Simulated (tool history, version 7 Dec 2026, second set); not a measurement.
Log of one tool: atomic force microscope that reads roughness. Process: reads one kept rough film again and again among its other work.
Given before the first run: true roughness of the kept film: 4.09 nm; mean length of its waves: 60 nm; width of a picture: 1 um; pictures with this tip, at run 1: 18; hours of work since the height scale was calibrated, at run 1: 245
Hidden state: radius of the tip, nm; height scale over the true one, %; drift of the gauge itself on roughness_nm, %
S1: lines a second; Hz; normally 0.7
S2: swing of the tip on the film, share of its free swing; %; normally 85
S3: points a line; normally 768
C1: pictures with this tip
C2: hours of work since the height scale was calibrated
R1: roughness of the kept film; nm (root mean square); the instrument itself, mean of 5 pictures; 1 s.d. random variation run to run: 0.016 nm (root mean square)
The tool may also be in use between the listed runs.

Run 1, hour 0: usual settings; C1 18; C2 245. Result: R1 3.681 nm (root mean square).
Run 2, hour 24.6: usual settings; C1 77; C2 263. Result: R1 3.604 nm (root mean square).
Run 3, hour 47.2: usual settings; C1 131; C2 280. Result: R1 3.536 nm (root mean square).
At hour 61.8: new tip fitted.
Run 4, hour 84.5: usual settings; C1 54; C2 307. Result: R1 3.655 nm (root mean square).
Run 5, hour 110.6: usual settings; C1 117; C2 327. Result: R1 3.523 nm (root mean square).
At hour 131.9: new tip fitted.
Run 6, hour 147.4: usual settings; C1 37; C2 354. Result: R1 3.647 nm (root mean square).
Run 7, hour 181.8: usual settings; C1 119; C2 379. Result: R1 3.538 nm (root mean square).
At hour 202.9: new tip fitted.
Run 8, hour 221.3: usual settings; C1 44; C2 408. Result: R1 3.674 nm (root mean square).
Run 9, hour 263.3: usual settings; C1 145; C2 440. Result: R1 3.52 nm (root mean square).
At hour 273.4: new tip fitted.
Run 10, hour 291.3: usual settings; C1 44; C2 460. Result: R1 3.673 nm (root mean square).
Run 11, hour 313.7: usual settings; C1 97; C2 477. Result: R1 3.587 nm (root mean square).
At hour 342.4: new tip fitted.
Run 12, hour 347.6: usual settings; C1 12; C2 502. Result: R1 3.745 nm (root mean square).
Run 13, hour 373.3: usual settings but S3 713; C1 74; C2 521. Result: R1 3.634 nm (root mean square).
Run 14, hour 408.4: usual settings but S3 713; C1 158; C2 547. Result: R1 3.505 nm (root mean square).
At hour 411.9: new tip fitted.
Run 15, hour 437: usual settings but S2 76 %; C1 60; C2 568. Result: R1 3.716 nm (root mean square).
Run 16, hour 471.6: usual settings but S2 76 %; C1 143; C2 594. Result: R1 3.573 nm (root mean square).
At hour 484.1: new tip fitted.
Run 17, hour 504.7: usual settings but S2 64 %; C1 49; C2 618. Result: R1 3.791 nm (root mean square).
Run 18, hour 544.1: usual settings but S1 0.89 Hz; C1 144; C2 648. Result: R1 3.5 nm (root mean square).
At hour 555: new tip fitted.
Run 19, hour 589.9: usual settings but S1 0.89 Hz; C1 84; C2 681. Result: R1 3.543 nm (root mean square).
At hour 624.8: new tip fitted.
Run 20, hour 634: usual settings but S1 0.529 Hz; C1 22; C2 714. Result: R1 3.773 nm (root mean square).
Run 21, hour 679: usual settings but S1 0.529 Hz; C1 130; C2 748. Result: R1 3.602 nm (root mean square).
At hour 694.9: new tip fitted.
Run 22, hour 710.4: usual settings but S1 0.529 Hz; C1 37; C2 771. Result: R1 3.739 nm (root mean square).
Run 23, hour 758.7: usual settings but S1 2.04 Hz; C1 153; C2 807. Result: R1 3.242 nm (root mean square).
At hour 763.6: new tip fitted.
Run 24, hour 798.8: usual settings but S1 0.784 Hz, S2 74 %, S3 964; C1 84; C2 836. Result: R1 3.687 nm (root mean square).
Run 25, hour 830.1: usual settings but S1 0.784 Hz, S2 74 %, S3 964; C1 159; C2 860. Result: R1 3.557 nm (root mean square).
At hour 833.2: new tip fitted.
Run 26, hour 866.5: usual settings but S2 88 %, S3 273; C1 80; C2 886. Result: R1 3.577 nm (root mean square).
Run 27, hour 893.9: usual settings but S1 3.905 Hz, S2 72 %; C1 146; C2 907. Result: R1 3.26 nm (root mean square).
At hour 902.7: new tip fitted.
Run 28, hour 935: usual settings but S1 1.576 Hz, S3 346; C1 78; C2 937. Result: R1 3.475 nm (root mean square).
Run 29, hour 960: usual settings but S1 1.576 Hz, S3 346; C1 138; C2 956. Result: R1 3.373 nm (root mean square).
At hour 972.8: new tip fitted.
Run 30, hour 996.1: usual settings but S2 62 %, S3 511; C1 56; C2 982. Result: R1 3.773 nm (root mean square).
Run 31, hour 1023.8: usual settings but S1 1.341 Hz, S2 61 %, S3 511; C1 123; C2 1003. Result: R1 3.657 nm (root mean square).
At hour 1041.9: new tip fitted.
Run 32, hour 1051.3: usual settings but S1 1.341 Hz, S2 61 %, S3 511; C1 22; C2 1023. Result: R1 3.79 nm (root mean square).
Run 33, hour 1090: usual settings but S1 1.341 Hz, S2 61 %, S3 511; C1 115; C2 1052. Result: R1 3.667 nm (root mean square).
At hour 1110.3: new tip fitted.
Run 34, hour 1130.4: usual settings but S1 2.12 Hz, S2 58 %, S3 428; C1 48; C2 1082. Result: R1 3.768 nm (root mean square).
Run 35, hour 1176.8: usual settings but S1 2.73 Hz, S3 433; C1 159; C2 1116. Result: R1 3.147 nm (root mean square).
At hour 1180.7: new tip fitted.
Run 36, hour 1211.6: usual settings but S1 2.73 Hz, S3 433; C1 74; C2 1142. Result: R1 3.266 nm (root mean square).
Run 37, hour 1232.1: usual settings but S1 1.884 Hz, S2 73 %, S3 937; C1 123; C2 1157. Result: R1 3.539 nm (root mean square).
At hour 1251.1: new tip fitted.
Run 38, hour 1259.6: usual settings but S3 290; C1 20; C2 1177. Result: R1 3.751 nm (root mean square).
Run 39, hour 1279.6: usual settings but S3 322; C1 68; C2 1192. Result: R1 3.633 nm (root mean square).
Run 40, hour 1303.4: usual settings but S3 322; C1 125; C2 1210. Result: R1 3.536 nm (root mean square).
At hour 1322.4: new tip fitted.
Run 41, hour 1350.5: usual settings but S1 1.508 Hz, S2 61 %, S3 322; C1 67; C2 1245. Result: R1 3.723 nm (root mean square).
At hour 1394.4: new tip fitted.
Run 42, hour 1395.5: usual settings but S1 0.913 Hz, S2 61 %, S3 732; C1 3; C2 1278. Result: R1 3.912 nm (root mean square).

Take each entry between the runs: how does the hidden state at the last listed run before it differ from the hidden state at the first listed run after it?
Runs 3 to 4: new tip fitted (hour 61.8)
  radius of the tip, nm: 25.7 -> 16.7; height scale over the true one, %: 0.22 -> 0.25
  measured result minus the result with no hidden state, R1: -0.23 -> -0.095 nm (root mean square)
Runs 5 to 6: new tip fitted (hour 131.9)
  radius of the tip, nm: 24.2 -> 15.4; height scale over the true one, %: 0.27 -> 0.3
  measured result minus the result with no hidden state, R1: -0.204 -> -0.073 nm (root mean square)
Runs 7 to 8: new tip fitted (hour 202.9)
  radius of the tip, nm: 24.9 -> 15.1; height scale over the true one, %: 0.34 -> 0.37
  measured result minus the result with no hidden state, R1: -0.214 -> -0.067 nm (root mean square)
Runs 9 to 10: new tip fitted (hour 273.4)
  radius of the tip, nm: 25.9 -> 16.5; height scale over the true one, %: 0.4 -> 0.43
  measured result minus the result with no hidden state, R1: -0.225 -> -0.086 nm (root mean square)
Runs 11 to 12: new tip fitted (hour 342.4)
  radius of the tip, nm: 22.1 -> 11.1; height scale over the true one, %: 0.45 -> 0.48
  measured result minus the result with no hidden state, R1: -0.17 -> +0 nm (root mean square)
Runs 14 to 15: new tip fitted (hour 411.9)
  radius of the tip, nm: 28.1 -> 16.5; height scale over the true one, %: 0.52 -> 0.55
  measured result minus the result with no hidden state, R1: -0.253 -> -0.083 nm (root mean square)
Runs 16 to 17: new tip fitted (hour 484.1)
  radius of the tip, nm: 26.4 -> 15.7; height scale over the true one, %: 0.58 -> 0.61
  measured result minus the result with no hidden state, R1: -0.23 -> -0.07 nm (root mean square)
Runs 18 to 19: new tip fitted (hour 555)
  radius of the tip, nm: 25.9 -> 21.1; height scale over the true one, %: 0.64 -> 0.68
  measured result minus the result with no hidden state, R1: -0.214 -> -0.145 nm (root mean square)
Runs 19 to 20: new tip fitted (hour 624.8)
  radius of the tip, nm: 21.1 -> 12.4; height scale over the true one, %: 0.68 -> 0.71
  measured result minus the result with no hidden state, R1: -0.145 -> -0.012 nm (root mean square)
Runs 21 to 22: new tip fitted (hour 694.9)
  radius of the tip, nm: 23.8 -> 14.8; height scale over the true one, %: 0.75 -> 0.77
  measured result minus the result with no hidden state, R1: -0.185 -> -0.048 nm (root mean square)
Runs 23 to 24: new tip fitted (hour 763.6)
  radius of the tip, nm: 27.7 -> 20.4; height scale over the true one, %: 0.81 -> 0.84
  measured result minus the result with no hidden state, R1: -0.219 -> -0.132 nm (root mean square)
Runs 25 to 26: new tip fitted (hour 833.2)
  radius of the tip, nm: 28.2 -> 20.2; height scale over the true one, %: 0.87 -> 0.9
  measured result minus the result with no hidden state, R1: -0.244 -> -0.124 nm (root mean square)
Runs 27 to 28: new tip fitted (hour 902.7)
  radius of the tip, nm: 27.5 -> 19.2; height scale over the true one, %: 0.92 -> 0.95
  measured result minus the result with no hidden state, R1: -0.213 -> -0.103 nm (root mean square)
Runs 29 to 30: new tip fitted (hour 972.8)
  radius of the tip, nm: 25.6 -> 16.9; height scale over the true one, %: 0.97 -> 1
  measured result minus the result with no hidden state, R1: -0.191 -> -0.073 nm (root mean square)
Runs 31 to 32: new tip fitted (hour 1041.9)
  radius of the tip, nm: 24.4 -> 13.8; height scale over the true one, %: 1.02 -> 1.05
  measured result minus the result with no hidden state, R1: -0.186 -> -0.021 nm (root mean square)
Runs 33 to 34: new tip fitted (hour 1110.3)
  radius of the tip, nm: 24 -> 15.2; height scale over the true one, %: 1.08 -> 1.11
  measured result minus the result with no hidden state, R1: -0.179 -> -0.041 nm (root mean square)
Runs 35 to 36: new tip fitted (hour 1180.7)
  radius of the tip, nm: 27.2 -> 18; height scale over the true one, %: 1.15 -> 1.18
  measured result minus the result with no hidden state, R1: -0.194 -> -0.073 nm (root mean square)
Runs 37 to 38: new tip fitted (hour 1251.1)
  radius of the tip, nm: 23.1 -> 13; height scale over the true one, %: 1.19 -> 1.22
  measured result minus the result with no hidden state, R1: -0.155 -> -0.003 nm (root mean square)
Runs 40 to 41: new tip fitted (hour 1322.4)
  radius of the tip, nm: 25.5 -> 17.8; height scale over the true one, %: 1.26 -> 1.3
  measured result minus the result with no hidden state, R1: -0.188 -> -0.076 nm (root mean square)
Runs 41 to 42: new tip fitted (hour 1394.4)
  radius of the tip, nm: 17.8 -> 10.5; height scale over the true one, %: 1.3 -> 1.33
  measured result minus the result with no hidden state, R1: -0.076 -> +0.043 nm (root mean square)

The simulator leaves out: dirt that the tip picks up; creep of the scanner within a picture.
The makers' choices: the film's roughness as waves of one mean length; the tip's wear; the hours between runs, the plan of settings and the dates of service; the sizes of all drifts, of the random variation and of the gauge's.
